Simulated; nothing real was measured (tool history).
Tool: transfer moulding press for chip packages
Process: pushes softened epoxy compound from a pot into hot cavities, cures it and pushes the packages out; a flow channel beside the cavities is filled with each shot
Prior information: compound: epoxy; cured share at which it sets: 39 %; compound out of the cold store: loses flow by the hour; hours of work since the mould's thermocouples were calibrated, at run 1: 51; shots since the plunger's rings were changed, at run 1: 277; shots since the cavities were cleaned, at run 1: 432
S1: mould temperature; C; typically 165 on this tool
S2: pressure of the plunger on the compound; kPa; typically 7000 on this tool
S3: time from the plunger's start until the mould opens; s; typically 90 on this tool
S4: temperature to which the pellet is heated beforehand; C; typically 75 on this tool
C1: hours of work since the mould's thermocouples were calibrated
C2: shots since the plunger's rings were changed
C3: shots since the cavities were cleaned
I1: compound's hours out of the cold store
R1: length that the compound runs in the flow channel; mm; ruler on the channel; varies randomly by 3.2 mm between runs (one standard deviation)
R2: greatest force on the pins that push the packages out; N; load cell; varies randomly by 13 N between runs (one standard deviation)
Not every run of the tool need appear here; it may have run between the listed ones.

run 1 hour=0.0 | S1=165 S2=7000 S3=90 S4=75 | C1=51 C2=277 C3=432 | I1=42.8 | R1=849 R2=866
run 2 hour=10.8 | S1=165 S2=6090 S3=90 S4=75 | C1=56 C2=378 C3=533 | I1=36.9 | R1=821 R2=922
-- hour=22.2 cavities cleaned with cleaning compound and waxed
run 3 hour=22.2 | S1=165 S2=7000 S3=90 S4=79 | C1=61 C2=471 C3=0 | I1=18.3 | R1=968 R2=637
run 4 hour=32.6 | S1=165 S2=7000 S3=90 S4=79 | C1=66 C2=569 C3=98 | I1=35.6 | R1=881 R2=681
run 5 hour=41.1 | S1=165 S2=7000 S3=90 S4=75 | C1=70 C2=648 C3=177 | I1=35.9 | R1=882 R2=762
run 6 hour=50.2 | S1=165 S2=7000 S3=90 S4=75 | C1=75 C2=733 C3=262 | I1=28.0 | R1=918 R2=812
run 7 hour=57.2 | S1=165 S2=7000 S3=90 S4=75 | C1=78 C2=799 C3=328 | I1=17.8 | R1=968 R2=874
run 8 hour=68.0 | S1=165 S2=7000 S3=90 S4=75 | C1=83 C2=901 C3=430 | I1=37.3 | R1=871 R2=914
run 9 hour=77.3 | S1=165 S2=7000 S3=90 S4=75 | C1=88 C2=988 C3=517 | I1=26.8 | R1=928 R2=993
run 10 hour=85.3 | S1=165 S2=7000 S3=90 S4=75 | C1=92 C2=1063 C3=592 | I1=16.5 | R1=982 R2=1032
-- hour=90.8 cavities cleaned with cleaning compound and waxed
run 11 hour=91.9 | S1=160 S2=7000 S3=113 S4=75 | C1=94 C2=1111 C3=10 | I1=45.7 | R1=845 R2=582
run 12 hour=100.9 | S1=160 S2=7000 S3=113 S4=75 | C1=98 C2=1195 C3=94 | I1=28.4 | R1=932 R2=651
run 13 hour=108.8 | S1=164 S2=6520 S3=99 S4=75 | C1=102 C2=1269 C3=168 | I1=42.8 | R1=823 R2=673
run 14 hour=113.6 | S1=161 S2=7360 S3=77 S4=83 | C1=105 C2=1314 C3=213 | I1=19.4 | R1=1002 R2=1559
run 15 hour=118.4 | S1=165 S2=5820 S3=104 S4=75 | C1=107 C2=1360 C3=259 | I1=34.3 | R1=800 R2=648
run 16 hour=128.7 | S1=166 S2=7530 S3=73 S4=75 | C1=112 C2=1456 C3=355 | I1=30.5 | R1=937 R2=1347
run 17 hour=139.3 | S1=165 S2=7000 S3=127 S4=71 | C1=117 C2=1556 C3=455 | I1=42.0 | R1=845 R2=642
run 18 hour=144.9 | S1=165 S2=7000 S3=127 S4=71 | C1=120 C2=1608 C3=507 | I1=46.0 | R1=824 R2=660
run 19 hour=155.5 | S1=158 S2=5650 S3=98 S4=71 | C1=125 C2=1707 C3=606 | I1=31.9 | R1=831 R2=1456
-- hour=158.9 cavities cleaned with cleaning compound and waxed
run 20 hour=164.2 | S1=158 S2=5650 S3=98 S4=71 | C1=129 C2=1775 C3=49 | I1=27.7 | R1=835 R2=976

What would each run have given without the hidden state, its run-to-run variation left as it was?
Unlogged tool condition in this case: true mould temperature over the reading, C; pressure that reaches the compound, % of what is set; grip of the stained cavities, % over clean ones'; drift of the gauge itself on flow_mm, %; drift of the gauge itself on push_out_n, %.
run=1 R1=852 R2=569
run=2 R1=824 R2=576
run=3 R1=973 R2=620
run=4 R1=886 R2=587
run=5 R1=888 R2=605
run=6 R1=924 R2=600
run=7 R1=975 R2=615
run=8 R1=879 R2=604
run=9 R1=936 R2=627
run=10 R1=992 R2=627
run=11 R1=853 R2=550
run=12 R1=942 R2=552
run=13 R1=832 R2=532
run=14 R1=1014 R2=1174
run=15 R1=810 R2=476
run=16 R1=949 R2=909
run=17 R1=856 R2=420
run=18 R1=835 R2=422
run=19 R1=843 R2=860
run=20 R1=848 R2=874

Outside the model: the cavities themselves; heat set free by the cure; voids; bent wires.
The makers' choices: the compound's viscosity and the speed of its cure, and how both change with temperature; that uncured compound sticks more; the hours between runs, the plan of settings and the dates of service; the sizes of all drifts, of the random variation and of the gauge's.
